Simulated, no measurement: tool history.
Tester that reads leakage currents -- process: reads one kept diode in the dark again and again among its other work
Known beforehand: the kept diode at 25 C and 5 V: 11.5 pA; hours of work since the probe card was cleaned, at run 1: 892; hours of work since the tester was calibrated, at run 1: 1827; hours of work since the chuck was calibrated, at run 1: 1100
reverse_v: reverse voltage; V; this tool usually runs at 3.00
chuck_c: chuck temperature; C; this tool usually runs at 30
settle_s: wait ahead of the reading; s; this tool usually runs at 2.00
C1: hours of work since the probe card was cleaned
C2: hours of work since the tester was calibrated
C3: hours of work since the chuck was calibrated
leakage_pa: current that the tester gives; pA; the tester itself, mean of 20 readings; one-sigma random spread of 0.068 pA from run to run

{"run": 1, "day": 0.0, "reverse_v": 3.0, "chuck_c": 30, "settle_s": 2.0, "C1": 892, "C2": 1827, "C3": 1100, "leakage_pa": 17.77}
{"run": 2, "day": 3.325, "reverse_v": 3.0, "chuck_c": 30, "settle_s": 2.84, "C1": 947, "C2": 1881, "C3": 1155, "leakage_pa": 17.86}
{"run": 3, "day": 7.483, "reverse_v": 3.0, "chuck_c": 30, "settle_s": 6.57, "C1": 1016, "C2": 1950, "C3": 1223, "leakage_pa": 17.87}
{"run": 4, "day": 9.867, "reverse_v": 3.0, "chuck_c": 30, "settle_s": 2.0, "C1": 1055, "C2": 1989, "C3": 1263, "leakage_pa": 18.13}
{"run": 5, "day": 12.396, "reverse_v": 3.0, "chuck_c": 30, "settle_s": 2.0, "C1": 1097, "C2": 2031, "C3": 1304, "leakage_pa": 18.24}
{"run": 6, "day": 14.625, "reverse_v": 3.0, "chuck_c": 30, "settle_s": 2.0, "C1": 1133, "C2": 2068, "C3": 1341, "leakage_pa": 18.29}
{"run": 7, "day": 16.817, "reverse_v": 3.0, "chuck_c": 30, "settle_s": 4.41, "C1": 1170, "C2": 2104, "C3": 1377, "leakage_pa": 18.37}
{"day": 17.379, "done": "probe card cleaned and baked"}
{"run": 8, "day": 19.471, "reverse_v": 3.0, "chuck_c": 30, "settle_s": 4.41, "C1": 34, "C2": 2145, "C3": 1419, "leakage_pa": 19.06}
{"run": 9, "day": 21.688, "reverse_v": 2.66, "chuck_c": 30, "settle_s": 2.0, "C1": 71, "C2": 2182, "C3": 1455, "leakage_pa": 18.23}
{"day": 22.729, "done": "chuck's temperature calibrated"}
{"run": 10, "day": 23.838, "reverse_v": 3.0, "chuck_c": 30, "settle_s": 2.0, "C1": 105, "C2": 2216, "C3": 18, "leakage_pa": 17.54}
{"day": 27.388, "done": "probe card cleaned and baked, once more"}
{"day": 28.629, "done": "tester calibrated"}
{"run": 11, "day": 28.629, "reverse_v": 3.0, "chuck_c": 30, "settle_s": 2.0, "C1": 19, "C2": 0, "C3": 94, "leakage_pa": 15.3}
{"run": 12, "day": 32.125, "reverse_v": 3.0, "chuck_c": 30, "settle_s": 2.0, "C1": 77, "C2": 58, "C3": 151, "leakage_pa": 15.44}
{"run": 13, "day": 36.433, "reverse_v": 3.0, "chuck_c": 30, "settle_s": 2.0, "C1": 148, "C2": 129, "C3": 222, "leakage_pa": 15.7}
{"run": 14, "day": 40.958, "reverse_v": 3.0, "chuck_c": 30, "settle_s": 9.97, "C1": 222, "C2": 203, "C3": 297, "leakage_pa": 15.74}
{"run": 15, "day": 44.671, "reverse_v": 3.0, "chuck_c": 51, "settle_s": 9.97, "C1": 284, "C2": 264, "C3": 358, "leakage_pa": 86.02}
{"run": 16, "day": 49.354, "reverse_v": 3.0, "chuck_c": 51, "settle_s": 0.42, "C1": 361, "C2": 342, "C3": 435, "leakage_pa": 87.23}
{"run": 17, "day": 53.233, "reverse_v": 3.0, "chuck_c": 51, "settle_s": 0.42, "C1": 425, "C2": 405, "C3": 499, "leakage_pa": 87.75}
{"run": 18, "day": 56.425, "reverse_v": 3.0, "chuck_c": 51, "settle_s": 0.42, "C1": 477, "C2": 458, "C3": 552, "leakage_pa": 88.45}
{"run": 19, "day": 60.758, "reverse_v": 3.0, "chuck_c": 51, "settle_s": 2.95, "C1": 549, "C2": 530, "C3": 623, "leakage_pa": 87.92}
{"run": 20, "day": 64.467, "reverse_v": 3.0, "chuck_c": 51, "settle_s": 2.95, "C1": 610, "C2": 591, "C3": 684, "leakage_pa": 87.94}
{"run": 21, "day": 67.733, "reverse_v": 3.0, "chuck_c": 51, "settle_s": 2.95, "C1": 664, "C2": 644, "C3": 738, "leakage_pa": 88.34}
{"run": 22, "day": 70.475, "reverse_v": 3.0, "chuck_c": 44, "settle_s": 0.76, "C1": 709, "C2": 690, "C3": 783, "leakage_pa": 52.45}

3 ways to go on from here, each from the tool as it stands after run 22. What would each give?
{"run": "A", "day": 74.871, "reverse_v": 3.0, "chuck_c": 56, "settle_s": 2.0, "C1": 781, "C2": 762, "C3": 856, "leakage_pa": "?"}
{"run": "B", "day": 74.871, "reverse_v": 3.0, "chuck_c": 30, "settle_s": 0.44, "C1": 781, "C2": 762, "C3": 856, "leakage_pa": "?"}
{"run": "C", "day": 74.871, "reverse_v": 6.53, "chuck_c": 33, "settle_s": 0.76, "C1": 781, "C2": 762, "C3": 856, "leakage_pa": "?"}

run=A leakage_pa=129.61
run=B leakage_pa=17.88
run=C leakage_pa=30.41
Without the tool's unlogged condition, the same runs would have read:
run=A leakage_pa=123.57
run=B leakage_pa=15.97
run=C leakage_pa=26.61

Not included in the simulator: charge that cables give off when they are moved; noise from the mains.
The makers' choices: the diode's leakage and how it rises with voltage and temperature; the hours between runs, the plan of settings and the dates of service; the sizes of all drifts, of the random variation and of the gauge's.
